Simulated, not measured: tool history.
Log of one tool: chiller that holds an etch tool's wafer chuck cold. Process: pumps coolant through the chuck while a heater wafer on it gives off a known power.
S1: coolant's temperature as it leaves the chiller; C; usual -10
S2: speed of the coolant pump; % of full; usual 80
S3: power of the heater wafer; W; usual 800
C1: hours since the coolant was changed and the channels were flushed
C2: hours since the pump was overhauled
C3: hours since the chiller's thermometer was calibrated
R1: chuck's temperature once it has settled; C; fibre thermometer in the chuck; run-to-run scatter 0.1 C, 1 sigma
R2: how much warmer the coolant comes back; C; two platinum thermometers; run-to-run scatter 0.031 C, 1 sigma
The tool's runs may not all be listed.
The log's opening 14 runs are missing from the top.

run,hour,S1,S2,S3,C1,C2,C3,R1,R2
15,1288.3,-10,80,800,1945,4311,2803,-1,2.87
16,1371.5,-10,80,800,2028,4395,2886,-1.2,2.91
17,1424.2,-10,80,800,2081,4447,2939,-1,2.87
18,1543.7,-14,60,800,2201,4567,3059,-3.2,3.82
19,1648.5,-10,69,800,2306,4672,3163,-0.1,3.33
20,1735.1,-10,61,894,2392,4758,3250,2,4.24
21,1845.5,-10,61,894,2503,4869,3360,1.9,4.24
22,1903.1,-11,74,928,2560,4926,3418,0,3.63
23,1990.8,-11,74,928,2648,5014,3506,-0.2,3.61
24,2073.2,-16,80,826,2730,5096,3588,-6.6,2.95
25,2144.9,-5,79,1012,2802,5168,3660,6.5,3.74
26,2212,-10,80,800,2869,5235,3727,-0.7,2.88
27,2267.5,-10,80,1114,2925,5291,3782,2.6,4
# hour 2357.5: chiller's thermometer calibrated
28,2381.8,-10,80,1114,3038,5404,24,2.5,3.99
29,2487.4,-10,80,1114,3143,5510,130,2.8,3.99
30,2545.1,-8,87,727,3201,5567,188,-0.2,2.37
31,2632,0,71,573,3288,5654,274,6.9,2.31
32,2751.6,-15,69,873,3408,5774,394,-4.3,3.6
33,2808.3,-15,69,873,3464,5830,451,-4.1,3.67

What if the next run were any one of these 3? Each begins from the tool's condition after run 33:
A,2933.4,-15,69,1130,3589,5956,576,?,?
B,2933.4,-10,79,800,3589,5956,576,?,?
C,2933.4,-1,62,470,3589,5956,576,?,?

run,R1,R2
A,-1.1,4.68
B,-0.9,2.91
C,5.2,2.22
With the hidden condition removed and each run's random variation left untouched, the same runs would have given:
run,R1,R2
A,-1.1,4.67
B,-1,2.9
C,5.2,2.21
